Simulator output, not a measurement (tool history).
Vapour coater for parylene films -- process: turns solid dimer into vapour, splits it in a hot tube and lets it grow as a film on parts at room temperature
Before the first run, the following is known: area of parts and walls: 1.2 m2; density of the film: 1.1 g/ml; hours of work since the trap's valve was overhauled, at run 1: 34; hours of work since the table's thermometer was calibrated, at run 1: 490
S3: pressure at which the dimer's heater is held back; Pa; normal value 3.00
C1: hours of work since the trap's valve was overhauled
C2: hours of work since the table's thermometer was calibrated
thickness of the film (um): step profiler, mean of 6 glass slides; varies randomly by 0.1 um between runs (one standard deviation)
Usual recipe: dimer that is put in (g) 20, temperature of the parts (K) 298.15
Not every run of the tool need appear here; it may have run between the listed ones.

Run 1, day 0.000: usual settings; C1 34; C2 490. Result: thickness of the film (um) 12.37.
Run 2, day 1.654: usual settings; C1 55; C2 511. Result: thickness of the film (um) 12.53.
Run 3, day 3.271: usual settings but dimer that is put in (g) 16; C1 76; C2 532. Result: thickness of the film (um) 10.04.
Run 4, day 4.583: usual settings but dimer that is put in (g) 16; C1 92; C2 548. Result: thickness of the film (um) 9.88.
Run 5, day 5.446: usual settings but dimer that is put in (g) 16; C1 104; C2 560. Result: thickness of the film (um) 9.84.
Run 6, day 6.279: usual settings but dimer that is put in (g) 16; C1 114; C2 570. Result: thickness of the film (um) 9.69.
Run 7, day 7.183: usual settings but dimer that is put in (g) 16; C1 126; C2 582. Result: thickness of the film (um) 9.66.
Run 8, day 8.733: usual settings but dimer that is put in (g) 16; C1 146; C2 602. Result: thickness of the film (um) 9.62.
Run 9, day 9.921: usual settings but dimer that is put in (g) 16; C1 161; C2 617. Result: thickness of the film (um) 9.66.
Run 10, day 11.150: usual settings but dimer that is put in (g) 16; C1 177; C2 633. Result: thickness of the film (um) 9.65.
Run 11, day 12.742: usual settings but dimer that is put in (g) 16; C1 197; C2 653. Result: thickness of the film (um) 9.53.
Run 12, day 13.833: usual settings; C1 211; C2 667. Result: thickness of the film (um) 11.91.
Run 13, day 15.433: usual settings; C1 232; C2 688. Result: thickness of the film (um) 11.79.
At day 15.692: trap's valve overhauled.
Run 14, day 16.617: usual settings but dimer that is put in (g) 17, temperature of the parts (K) 297.15; C1 12; C2 701. Result: thickness of the film (um) 10.87.
Run 15, day 17.654: usual settings but dimer that is put in (g) 17, temperature of the parts (K) 297.15; C1 25; C2 714. Result: thickness of the film (um) 10.83.
At day 17.833: table's thermometer calibrated.
Run 16, day 18.658: usual settings but dimer that is put in (g) 17, temperature of the parts (K) 297.15; C1 38; C2 11. Result: thickness of the film (um) 10.64.
Run 17, day 19.604: usual settings but dimer that is put in (g) 17, temperature of the parts (K) 297.15; C1 50; C2 23. Result: thickness of the film (um) 10.76.
At day 20.150: table's thermometer calibrated, once more.
Run 18, day 20.833: usual settings but dimer that is put in (g) 17, temperature of the parts (K) 297.15; C1 65; C2 9. Result: thickness of the film (um) 10.78.
Run 19, day 21.908: usual settings but temperature of the parts (K) 297.15, S3 10.29 Pa; C1 79; C2 23. Result: thickness of the film (um) 9.96.
Run 20, day 23.183: usual settings but dimer that is put in (g) 21, S3 9.60 Pa; C1 95; C2 39. Result: thickness of the film (um) 10.34.
Run 21, day 24.288: usual settings but dimer that is put in (g) 17, temperature of the parts (K) 297.15, S3 3.50 Pa; C1 109; C2 53. Result: thickness of the film (um) 10.34.
Run 22, day 25.129: usual settings but dimer that is put in (g) 32, S3 7.31 Pa; C1 120; C2 64. Result: thickness of the film (um) 16.34.
Run 23, day 26.575: usual settings but dimer that is put in (g) 35, S3 2.58 Pa; C1 139; C2 83. Result: thickness of the film (um) 21.95.

What if the next run were any one of these 5? Each begins from the tool's condition after run 23:
Run A, day 27.879: usual settings but dimer that is put in (g) 14, temperature of the parts (K) 291.15, S3 2.97 Pa; C1 156; C2 99. Result: thickness of the film (um) ?.
Run B, day 27.879: usual settings but dimer that is put in (g) 28, temperature of the parts (K) 301.15, S3 3.32 Pa; C1 156; C2 99. Result: thickness of the film (um) ?.
Run C, day 27.879: usual settings but dimer that is put in (g) 8, S3 3.32 Pa; C1 156; C2 99. Result: thickness of the film (um) ?.
Run D, day 27.879: usual settings but dimer that is put in (g) 15, temperature of the parts (K) 291.15, S3 7.03 Pa; C1 156; C2 99. Result: thickness of the film (um) ?.
Run E, day 27.879: usual settings but dimer that is put in (g) 16, temperature of the parts (K) 296.15; C1 156; C2 99. Result: thickness of the film (um) ?.

run  thickness of the film (um)
  A                       10.01
  B                       15.56
  C                        4.69
  D                        9.17
  E                       10.16
With no hidden state in the tool, these same runs would have given:
run  thickness of the film (um)
  A                       10.38
  B                       16.17
  C                        4.87
  D                        9.53
  E                       10.55

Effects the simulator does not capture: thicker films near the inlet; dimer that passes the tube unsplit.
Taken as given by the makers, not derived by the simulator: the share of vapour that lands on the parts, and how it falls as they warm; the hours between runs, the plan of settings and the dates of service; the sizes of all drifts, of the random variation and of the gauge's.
